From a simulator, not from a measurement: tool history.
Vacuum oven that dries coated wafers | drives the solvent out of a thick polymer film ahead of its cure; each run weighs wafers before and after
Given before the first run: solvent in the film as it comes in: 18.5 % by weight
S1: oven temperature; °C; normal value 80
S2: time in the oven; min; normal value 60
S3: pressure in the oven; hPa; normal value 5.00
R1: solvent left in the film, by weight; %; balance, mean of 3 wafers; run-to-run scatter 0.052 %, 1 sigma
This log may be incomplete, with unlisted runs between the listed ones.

run   hour  S1  S2     S3    R1
  1    0.0  80  60   5.00  1.66
  2   18.0  80  60   5.00  1.73
  3   31.9  80  60   5.00  1.59
  4   43.6  80  60   5.00  1.67
  5   55.9  80  60   5.00  1.69
  6   65.9  80  60  18.88  2.68
  7   79.3  80  60  18.88  2.55
  8   98.6  80  60  18.88  2.59
  9  112.8  80  60   5.00  1.75
 10  129.9  80  60  17.58  2.48
 11  146.0  80  60  17.58  2.46
 12  168.3  94  56   9.02  0.73
 13  178.4  94  56   9.02  0.66
 14  199.0  93  60   2.93  0.38
 15  220.9  93  60   2.93  0.41
 16  232.0  86  36   7.48  2.65
 17  248.8  82  92   5.00  0.62

Run by run, hidden condition taken away, random variation retained:
The tool's hidden condition here consists of: true wafer temperature over the reading, C; true pressure over the reading, kPa; drift of the gauge itself on solvent_pct, %.
run    R1
  1  1.37
  2  1.43
  3  1.30
  4  1.37
  5  1.39
  6  2.32
  7  2.19
  8  2.22
  9  1.43
 10  2.11
 11  2.09
 12  0.60
 13  0.52
 14  0.27
 15  0.29
 16  2.24
 17  0.44
